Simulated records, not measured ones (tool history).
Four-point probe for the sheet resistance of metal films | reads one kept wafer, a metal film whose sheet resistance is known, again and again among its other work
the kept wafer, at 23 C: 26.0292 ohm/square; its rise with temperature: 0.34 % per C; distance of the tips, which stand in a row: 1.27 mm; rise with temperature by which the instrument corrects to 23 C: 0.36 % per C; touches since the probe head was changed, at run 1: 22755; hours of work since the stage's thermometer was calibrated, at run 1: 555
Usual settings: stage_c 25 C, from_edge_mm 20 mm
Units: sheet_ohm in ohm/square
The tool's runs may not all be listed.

| run | hour | stage_c | from_edge_mm | touches since the probe head was changed | hours of work since the stage's thermometer was calibrated | sheet_ohm |
|---|---|---|---|---|---|---|
| 1 | 0.0 | 25 | 20 | 22755 | 555 | 25.967751 |
| 2 | 18.4 | 25 | 20 | 23233 | 566 | 25.969799 |
| 3 | 41.7 | 31 | 20 | 23842 | 580 | 25.946239 |
| 4 | 63.2 | 31 | 20 | 24400 | 592 | 25.946671 |
| 5 | 85.1 | 31 | 20 | 24972 | 605 | 25.935460 |
| 6 | 111.0 | 31 | 20 | 25645 | 621 | 25.938822 |
| 7 | 131.9 | 31 | 20 | 26190 | 633 | 25.928048 |
| 8 | 156.0 | 31 | 20 | 26817 | 647 | 25.928395 |
| 9 | 177.0 | 31 | 20 | 27364 | 659 | 25.933835 |
| 10 | 199.7 | 31 | 20 | 27956 | 673 | 25.929046 |
| 11 | 217.0 | 31 | 20 | 28407 | 683 | 25.922951 |
| 12 | 240.3 | 31 | 20 | 29012 | 697 | 25.927786 |
| 13 | 265.2 | 34 | 20 | 29661 | 711 | 25.915812 |
| 14 | 291.0 | 28 | 20 | 30334 | 727 | 25.938828 |
| 15 | 309.8 | 28 | 20 | 30825 | 738 | 25.943184 |
| 16 | 323.9 | 28 | 20 | 31191 | 746 | 25.936976 |
| 17 | 344.2 | 28 | 56 | 31720 | 758 | 25.887161 |
| 18 | 368.2 | 28 | 56 | 32345 | 772 | 25.885127 |
| 19 | 379.8 | 28 | 56 | 32646 | 779 | 25.880452 |
| 20 | 393.7 | 28 | 29 | 33008 | 787 | 25.911446 |
| 21 | 412.7 | 28 | 29 | 33504 | 798 | 25.913729 |
| 22 | 429.5 | 25 | 18 | 33942 | 808 | 25.966080 |
| 23 | 452.8 | 25 | 18 | 34548 | 822 | 25.956620 |
| 24 | 476.0 | 23 | 4 | 35151 | 835 | 27.219821 |
| 25 | 492.9 | 23 | 4 | 35592 | 845 | 27.229358 |
| 26 | 510.3 | 23 | 4 | 36045 | 856 | 27.231718 |
| 27 | 522.1 | 23 | 4 | 36353 | 863 | 27.228100 |
| 28 | 543.8 | 23 | 4 | 36917 | 875 | 27.225703 |
| 29 | 568.4 | 21 | 20 | 37557 | 890 | 25.962243 |
| 30 | 584.1 | 22 | 13 | 37968 | 899 | 26.030426 |
| 31 | 603.4 | 18 | 4 | 38469 | 910 | 27.244482 |

The next listed run, before its measurement:
| 32 | 626.9 | 18 | 4 | 39082 | 924 | ? |

Run 32 gave sheet_ohm 27.249690 ohm/square.
Without the tool's hidden state the same run would have given sheet_ohm 27.394259 ohm/square.

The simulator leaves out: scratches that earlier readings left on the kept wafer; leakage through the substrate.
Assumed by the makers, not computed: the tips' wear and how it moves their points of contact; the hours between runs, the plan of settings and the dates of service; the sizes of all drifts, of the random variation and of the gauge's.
